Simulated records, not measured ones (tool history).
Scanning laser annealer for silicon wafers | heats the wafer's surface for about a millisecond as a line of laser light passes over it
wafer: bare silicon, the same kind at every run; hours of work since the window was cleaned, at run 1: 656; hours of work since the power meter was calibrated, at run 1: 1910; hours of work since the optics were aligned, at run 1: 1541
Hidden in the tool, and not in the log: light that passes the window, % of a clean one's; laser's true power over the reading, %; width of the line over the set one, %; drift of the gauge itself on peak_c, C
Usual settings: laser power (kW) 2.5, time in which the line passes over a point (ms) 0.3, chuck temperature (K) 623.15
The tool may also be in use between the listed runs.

run,hour,laser power (kW),time in which the line passes over a point (ms),chuck temperature (K),hours of work since the window was cleaned,hours of work since the power meter was calibrated,hours of work since the optics were aligned,highest temperature of the surface (K)
1,0,2.5,0.3,623.15,656,1910,1541,1405.15
2,67.1,2.5,0.3,623.15,696,1950,1581,1398.15
3,117,2.5,0.3,623.15,726,1980,1611,1402.15
4,172.4,2.5,0.3,623.15,760,2014,1645,1406.15
5,235.4,2.5,0.3,623.15,798,2052,1683,1402.15
6,268.8,2.5,0.3,623.15,818,2072,1703,1401.15
7,325.9,2.5,0.35,623.15,852,2106,1737,1476.15
# hour 345.6: optics aligned, line set to its width
8,380.1,2.677,0.3,623.15,882,2136,21,1480.15
9,433.6,2.677,0.3,623.15,914,2168,53,1475.15
10,476.6,2.677,0.3,623.15,940,2194,79,1480.15
11,550.3,2.5,0.3,623.15,985,2239,123,1403.15
# hour 558.1: window over the wafer cleaned
12,587.7,2.5,0.3,623.15,18,2260,145,1402.15
13,660.1,2.702,0.3,626.15,61,2304,188,1490.15
14,703.6,2.702,0.3,626.15,88,2330,215,1491.15
15,781.4,2.488,0.309,626.15,135,2377,262,1417.15
16,857.4,2.488,0.309,626.15,181,2423,307,1415.15
17,930.5,2.488,0.309,626.15,225,2467,352,1414.15
18,1010.3,2.488,0.309,626.15,273,2515,400,1417.15
19,1077.9,2.25,0.212,662.15,314,2556,441,1217.15
20,1146.9,2.25,0.212,662.15,355,2598,482,1216.15
21,1190.7,2.441,0.249,594.15,382,2624,509,1272.15
22,1245.7,2.5,0.226,610.15,415,2657,542,1272.15
23,1289.6,2.5,0.226,610.15,441,2684,568,1270.15

How the hidden state differs across the entries between the runs, from the last listed run before each to the first after it:
Between runs 7 and 8: optics aligned, line set to its width (hour 345.6)
  width of the line over the set one, %: 0.04 -> 0
Between runs 11 and 12: window over the wafer cleaned (hour 558.1)
  light that passes the window, % of a clean one's: 99.91 -> 100
